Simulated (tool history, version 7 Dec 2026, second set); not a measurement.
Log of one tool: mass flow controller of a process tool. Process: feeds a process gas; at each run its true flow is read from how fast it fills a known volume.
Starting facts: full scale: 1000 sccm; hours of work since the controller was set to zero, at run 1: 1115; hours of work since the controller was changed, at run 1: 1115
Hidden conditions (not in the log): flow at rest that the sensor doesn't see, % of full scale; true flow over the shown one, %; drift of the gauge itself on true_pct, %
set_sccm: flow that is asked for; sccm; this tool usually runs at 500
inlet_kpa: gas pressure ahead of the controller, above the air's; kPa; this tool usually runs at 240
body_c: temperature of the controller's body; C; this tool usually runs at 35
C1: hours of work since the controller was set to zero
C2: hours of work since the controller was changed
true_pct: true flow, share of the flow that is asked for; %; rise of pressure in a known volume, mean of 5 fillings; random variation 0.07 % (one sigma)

Run 1, hour 0: usual settings; C1 1115; C2 1115. Result: true_pct 99.06 %.
Run 2, hour 87.8: usual settings; C1 1143; C2 1143. Result: true_pct 99.1 %.
Run 3, hour 140.4: usual settings but set_sccm 118 sccm; C1 1159; C2 1159. Result: true_pct 97.79 %.
Run 4, hour 211.7: usual settings but set_sccm 118 sccm, body_c 24 C; C1 1182; C2 1182. Result: true_pct 98.18 %.
Run 5, hour 275.2: usual settings but set_sccm 118 sccm, body_c 24 C; C1 1202; C2 1202. Result: true_pct 98.11 %.
Run 6, hour 361.3: usual settings but set_sccm 118 sccm, body_c 24 C; C1 1229; C2 1229. Result: true_pct 98.11 %.
Run 7, hour 412.9: usual settings but set_sccm 118 sccm, body_c 24 C; C1 1245; C2 1245. Result: true_pct 98.11 %.
Run 8, hour 482.5: usual settings but set_sccm 118 sccm, body_c 24 C; C1 1267; C2 1267. Result: true_pct 97.93 %.
Run 9, hour 550.7: usual settings; C1 1289; C2 1289. Result: true_pct 99.3 %.
Run 10, hour 647.2: usual settings; C1 1319; C2 1319. Result: true_pct 99.14 %.
Run 11, hour 726: usual settings; C1 1344; C2 1344. Result: true_pct 99.2 %.
At hour 732.4: controller's zero set anew.
Run 12, hour 805.4: usual settings; C1 23; C2 1369. Result: true_pct 99.13 %.
Run 13, hour 884.6: usual settings but set_sccm 706 sccm; C1 48; C2 1394. Result: true_pct 99.53 %.
Run 14, hour 926.4: usual settings but set_sccm 706 sccm; C1 61; C2 1407. Result: true_pct 99.57 %.
Run 15, hour 965.6: usual settings but set_sccm 106 sccm; C1 73; C2 1419. Result: true_pct 97.45 %.
Run 16, hour 1010.6: usual settings but inlet_kpa 227 kPa, body_c 22 C; C1 88; C2 1433. Result: true_pct 99.53 %.

Estimate the outcome of run 17 from the log above:
Run 17, hour 1073.7: usual settings but set_sccm 192 sccm, inlet_kpa 265 kPa, body_c 27 C; C1 107; C2 1453. Result: true_pct ?.

true_pct: 98.52 %
If the tool had no hidden condition, the same run with the same run-to-run variation would have returned true_pct 98.49 %.

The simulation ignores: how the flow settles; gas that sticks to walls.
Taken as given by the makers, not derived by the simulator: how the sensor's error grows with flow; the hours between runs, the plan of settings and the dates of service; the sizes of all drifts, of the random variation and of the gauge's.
